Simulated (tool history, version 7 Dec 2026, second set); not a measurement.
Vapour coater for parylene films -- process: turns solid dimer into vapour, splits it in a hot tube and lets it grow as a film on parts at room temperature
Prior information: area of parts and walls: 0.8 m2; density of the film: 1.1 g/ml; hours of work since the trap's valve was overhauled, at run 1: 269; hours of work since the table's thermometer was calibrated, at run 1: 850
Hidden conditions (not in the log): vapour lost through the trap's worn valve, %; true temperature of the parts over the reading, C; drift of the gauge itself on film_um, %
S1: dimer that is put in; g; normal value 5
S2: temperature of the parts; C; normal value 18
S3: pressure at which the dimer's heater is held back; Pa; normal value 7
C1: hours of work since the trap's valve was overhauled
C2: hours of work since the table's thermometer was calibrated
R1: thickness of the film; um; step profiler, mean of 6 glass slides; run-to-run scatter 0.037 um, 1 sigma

| run | hour | S1 | S2 | S3 | C1 | C2 | R1 |
|---|---|---|---|---|---|---|---|
| 1 | 0 | 5 | 18 | 7 | 269 | 850 | 3.58 |
| 2 | 34.9 | 5 | 18 | 7 | 299 | 881 | 3.53 |
| 3 | 89.5 | 5 | 18 | 7 | 347 | 928 | 3.52 |
|  | 145 | trap's valve overhauled |
| 4 | 152.9 | 5 | 18 | 10.43 | 7 | 980 | 3.79 |
| 5 | 210.4 | 5 | 18 | 7 | 57 | 1029 | 3.9 |
| 6 | 250.3 | 5 | 18 | 7 | 91 | 1064 | 3.82 |
| 7 | 284.4 | 7 | 18 | 7 | 121 | 1094 | 5.32 |
| 8 | 345.7 | 7 | 18 | 7 | 174 | 1147 | 5.15 |
| 9 | 388.8 | 4 | 18 | 7 | 212 | 1184 | 2.9 |
| 10 | 433.6 | 5 | 18 | 7 | 250 | 1223 | 3.66 |
| 11 | 485.1 | 5 | 18 | 7 | 295 | 1268 | 3.57 |
| 12 | 533.6 | 5 | 18 | 7 | 337 | 1310 | 3.54 |
| 13 | 561.5 | 5 | 18 | 7 | 361 | 1334 | 3.51 |
|  | 603.6 | trap's valve overhauled |
| 14 | 626.2 | 5 | 18 | 7 | 20 | 1387 | 3.95 |
| 15 | 667.3 | 3 | 27 | 9.82 | 55 | 1422 | 1.68 |
| 16 | 720.7 | 5 | 28 | 3.59 | 102 | 1469 | 2.85 |
|  | 727.2 | table's thermometer calibrated |
| 17 | 769.6 | 6 | 18 | 7 | 143 | 37 | 4.63 |
| 18 | 798.5 | 5 | 14 | 11.43 | 168 | 62 | 4.08 |
| 19 | 830.8 | 5 | 14 | 11.43 | 196 | 90 | 4.05 |
| 20 | 894.5 | 5 | 14 | 11.43 | 251 | 145 | 3.98 |
| 21 | 926.9 | 5 | 14 | 11.43 | 280 | 173 | 3.97 |
| 22 | 970.7 | 5 | 12 | 7 | 318 | 211 | 4.33 |
|  | 1019.5 | table's thermometer calibrated, once more |
| 23 | 1025.6 | 5 | 12 | 4.3 | 364 | 5 | 4.39 |
|  | 1060.9 | trap's valve overhauled |
| 24 | 1083.4 | 5 | 12 | 4.3 | 20 | 52 | 4.9 |
| 25 | 1118.8 | 3 | 16 | 7 | 50 | 83 | 2.54 |

Same runs, no hidden state in the tool, same run-to-run variation:
| run | R1 |
|---|---|
| 1 | 3.91 |
| 2 | 3.89 |
| 3 | 3.94 |
| 4 | 3.76 |
| 5 | 3.93 |
| 6 | 3.88 |
| 7 | 5.46 |
| 8 | 5.38 |
| 9 | 3.07 |
| 10 | 3.92 |
| 11 | 3.88 |
| 12 | 3.91 |
| 13 | 3.91 |
| 14 | 3.94 |
| 15 | 1.69 |
| 16 | 2.92 |
| 17 | 4.78 |
| 18 | 4.25 |
| 19 | 4.25 |
| 20 | 4.26 |
| 21 | 4.29 |
| 22 | 4.74 |
| 23 | 5 |
| 24 | 4.93 |
| 25 | 2.58 |
